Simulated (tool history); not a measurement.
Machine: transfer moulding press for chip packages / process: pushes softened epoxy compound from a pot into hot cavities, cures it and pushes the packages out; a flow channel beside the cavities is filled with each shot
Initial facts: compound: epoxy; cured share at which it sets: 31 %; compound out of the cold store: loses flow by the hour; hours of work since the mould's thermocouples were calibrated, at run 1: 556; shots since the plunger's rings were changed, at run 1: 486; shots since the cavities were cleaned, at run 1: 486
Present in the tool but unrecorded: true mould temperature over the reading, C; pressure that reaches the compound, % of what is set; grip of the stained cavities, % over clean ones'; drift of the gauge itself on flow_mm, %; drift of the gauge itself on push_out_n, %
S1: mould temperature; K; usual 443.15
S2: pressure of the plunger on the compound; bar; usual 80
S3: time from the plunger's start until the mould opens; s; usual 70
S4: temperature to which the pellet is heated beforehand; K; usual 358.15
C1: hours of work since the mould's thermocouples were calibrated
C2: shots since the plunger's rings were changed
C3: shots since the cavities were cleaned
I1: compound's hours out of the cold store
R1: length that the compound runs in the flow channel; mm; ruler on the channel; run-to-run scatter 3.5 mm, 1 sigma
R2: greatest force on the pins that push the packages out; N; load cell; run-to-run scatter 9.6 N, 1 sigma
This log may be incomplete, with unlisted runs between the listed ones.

run,hour,S1,S2,S3,S4,C1,C2,C3,I1,R1,R2
1,0,443.15,80,70,358.15,556,486,486,39.2,592,417
# hour 4.4: cavities cleaned with cleaning compound and waxed
# hour 34.4: cavities cleaned with cleaning compound and waxed
2,36.5,443.15,80,70,358.15,582,1113,40,42.9,584,429
# hour 52.3: mould's thermocouples calibrated
3,64,443.15,64.6,70,358.15,9,1590,517,43.2,525,420
# hour 67.9: cavities cleaned with cleaning compound and waxed
# hour 97.9: cavities cleaned with cleaning compound and waxed
4,98.7,443.15,80,70,358.15,34,2184,15,23.9,622,419
# hour 129.6: cavities cleaned with cleaning compound and waxed
5,135.6,443.15,80,70,358.15,61,2847,114,44.6,577,432
# hour 160.9: cavities cleaned with cleaning compound and waxed
6,162.8,443.15,67.7,70,358.15,81,3327,36,29.2,563,429
# hour 172.4: plunger's sealing rings changed
7,185.4,443.15,67.7,70,358.15,97,244,413,15.4,595,458
# hour 194.5: cavities cleaned with cleaning compound and waxed
# hour 224.9: cavities cleaned with cleaning compound and waxed
8,227.7,443.15,80,70,358.15,127,979,53,35.7,600,432
9,250.3,443.15,80,70,358.15,144,1402,476,32.8,597,427
# hour 254.9: cavities cleaned with cleaning compound and waxed
10,278.7,443.15,80,70,353.15,165,1905,446,24.2,623,450
# hour 284.9: cavities cleaned with cleaning compound and waxed
# hour 314.8: cavities cleaned with cleaning compound and waxed
11,314.8,443.15,80,70,353.15,191,2525,0,30.4,613,440
# hour 347: cavities cleaned with cleaning compound and waxed
12,348.3,443.15,80,70,358.15,216,3122,23,16.3,649,440
# hour 366.9: plunger's sealing rings changed
13,375.4,443.15,80,70,358.15,235,159,484,38.4,590,413
# hour 380.3: cavities cleaned with cleaning compound and waxed
14,396.4,443.15,80,97,358.15,250,525,302,34.9,597,344
# hour 409.6: cavities cleaned with cleaning compound and waxed
15,435.1,436.15,80,80,358.15,279,1221,478,23.2,641,481
# hour 440.5: cavities cleaned with cleaning compound and waxed
# hour 471.9: cavities cleaned with cleaning compound and waxed
16,475.3,436.15,80,80,358.15,307,1917,65,43.6,595,480
# hour 503.3: cavities cleaned with cleaning compound and waxed
17,520.8,436.15,80,55,367.15,342,2740,327,9.4,684,1192
# hour 535.4: cavities cleaned with cleaning compound and waxed
18,555.3,436.15,80,55,367.15,367,3358,374,34.3,616,1127
# hour 563.1: plunger's sealing rings changed
# hour 567.5: cavities cleaned with cleaning compound and waxed
# hour 597.7: cavities cleaned with cleaning compound and waxed
19,602.3,436.15,80,55,367.15,399,678,85,44.9,588,1082
# hour 629.4: cavities cleaned with cleaning compound and waxed
20,642.6,436.15,80,55,367.15,429,1403,246,10.2,678,1213
# hour 661.7: cavities cleaned with cleaning compound and waxed
21,675.3,436.15,80,55,367.15,453,1987,253,25.3,636,1146
# hour 691.7: cavities cleaned with cleaning compound and waxed
22,700.1,436.15,80,55,367.15,471,2425,159,18.7,662,1163
# hour 722.6: cavities cleaned with cleaning compound and waxed
23,726.9,441.15,62.8,70,358.15,491,2898,81,8.4,598,512
# hour 753.5: cavities cleaned with cleaning compound and waxed
# hour 759.8: plunger's sealing rings changed
24,760,443.15,77.9,70,358.15,514,3,75,27.7,612,436
# hour 785.7: cavities cleaned with cleaning compound and waxed
25,785.7,443.15,77.9,70,358.15,532,456,0,30.7,600,434
# hour 815.1: cavities cleaned with cleaning compound and waxed
26,825,443.15,77.9,70,358.15,562,1162,185,27.8,607,440
# hour 844.3: cavities cleaned with cleaning compound and waxed
27,853.5,443.15,91.9,98,367.15,583,1669,173,43.6,616,338

A few steps of R2 between consecutive runs. Split each: what settings, incoming material and random variation would produce without the hidden state, and what is left over for the hidden state, along with gauge scatter present in only one of the two compared results (measured, and without hidden state):
Run 16 -> 17: S3 80 -> 55, S4 358.15 -> 367.15, cavities cleaned with cleaning compound and waxed. R2 +712 N: hidden state +13, all else +699.
Run 18 -> 19: plunger's sealing rings changed, cavities cleaned with cleaning compound and waxed, cavities cleaned with cleaning compound and waxed. R2 -45 N: hidden state -11, all else -34.
Run 22 -> 23: S1 436.15 -> 441.15, S2 80 -> 62.8, S3 55 -> 70, S4 367.15 -> 358.15, cavities cleaned with cleaning compound and waxed. R2 -651 N: hidden state -6, all else -645.
